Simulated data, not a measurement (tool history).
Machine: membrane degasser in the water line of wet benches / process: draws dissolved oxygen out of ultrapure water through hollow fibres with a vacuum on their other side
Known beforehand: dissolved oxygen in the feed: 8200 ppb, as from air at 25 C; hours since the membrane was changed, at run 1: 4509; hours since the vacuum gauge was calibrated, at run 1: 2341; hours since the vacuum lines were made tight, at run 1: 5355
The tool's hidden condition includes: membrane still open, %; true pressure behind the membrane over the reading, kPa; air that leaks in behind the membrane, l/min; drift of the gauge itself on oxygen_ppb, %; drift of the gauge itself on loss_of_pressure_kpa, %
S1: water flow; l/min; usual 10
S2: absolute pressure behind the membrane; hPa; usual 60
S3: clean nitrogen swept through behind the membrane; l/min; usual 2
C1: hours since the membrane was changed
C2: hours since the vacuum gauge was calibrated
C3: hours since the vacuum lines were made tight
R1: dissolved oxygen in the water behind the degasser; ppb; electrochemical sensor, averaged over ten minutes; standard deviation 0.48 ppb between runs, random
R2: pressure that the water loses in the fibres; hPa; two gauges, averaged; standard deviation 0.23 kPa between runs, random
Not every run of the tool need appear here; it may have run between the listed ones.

run    hour  S1     S2    S3    C1    C2    C3     R1     R2
  1       0  10     60     2  4509  2341  5355   52.7  661.7
  2   183.4  10     60     2  4692  2524  5538   52.6  664.1
  3   340.9  10     60     2  4850  2682  5696   51.8  663.5
  4   533.6  10     60     2  5042  2874  5889   52.2  664.2
  5   722.1  10     60     2  5231  3063  6077     52  664.4
  6   817.7  10     60     2  5326  3159  6173   51.6  666.3
  7   978.2  10     60     2  5487  3319  6333   52.9  660.5
  8    1082  10     60     2  5591  3423  6437   51.7  664.5
  9  1251.7  10     60  1.13  5760  3593  6607   75.7  667.6
 10  1403.5  10     60     2  5912  3744  6758   51.5  663.1
 11  1582.8  10     60     2  6092  3924  6938   51.7  664.3
 12  1719.9  10     60     2  6229  4061  7075   52.2  663.4
     1793.2  -- vacuum gauge calibrated
 13  1843.6  10     60  2.67  6352    50  7198   43.8    666
 14  1963.2  10     60  2.67  6471   170  7318   44.7  664.9
 15  2091.3  10     60  3.79  6600   298  7446   36.7  668.9
 16  2184.6  12     60  0.91  6693   391  7539  111.8  798.8
 17  2366.1  13   53.2     2  6874   573  7720   65.8  865.9
 18  2473.6  11  122.8  2.54  6982   680  7828  116.9  734.7
 19  2580.2  11  122.8  2.54  7088   787  7935  116.5  733.4
 20  2769.3  10   43.4   1.7  7278   976  8124   34.8  669.5
 21  2919.6  10   43.4   1.7  7428  1126  8274   34.3  668.6
 22  3101.6   9   41.9  5.23  7610  1308  8456   18.5    599
 23  3275.3   9   41.9  5.23  7784  1482  8630   18.6  599.3
 24  3455.6  10   73.3   4.6  7964  1662  8810   41.3  669.1
     3580.1  -- seals of the vacuum lines changed
 25  3580.1   9     40   4.6  8086  1785     0   18.7  600.8
 26  3668.3   9     40  1.13  8175  1873    88   28.6  602.1
 27  3756.3  11     60  3.52  8263  1961   176     45  736.6

Below are 4 alternative next runs, each starting from the tool's condition after run 27. Predict each:
  A  3851.3  10  39.3  2.72  8358  2056  271   ?   ?
  B  3851.3  10    60  3.52  8358  2056  271   ?   ?
  C  3851.3  10  73.8     2  8358  2056  271   ?   ?
  D  3851.3  10    60  4.65  8358  2056  271   ?   ?

run    R1     R2
  A  24.7    676
  B  38.3  669.5
  C  68.3    669
  D  33.5  666.2
Stripped of hidden state, with their random variation kept, the same runs would have yielded:
run    R1     R2
  A  24.6  666.7
  B  38.3  660.3
  C  68.3  659.9
  D  33.4    657
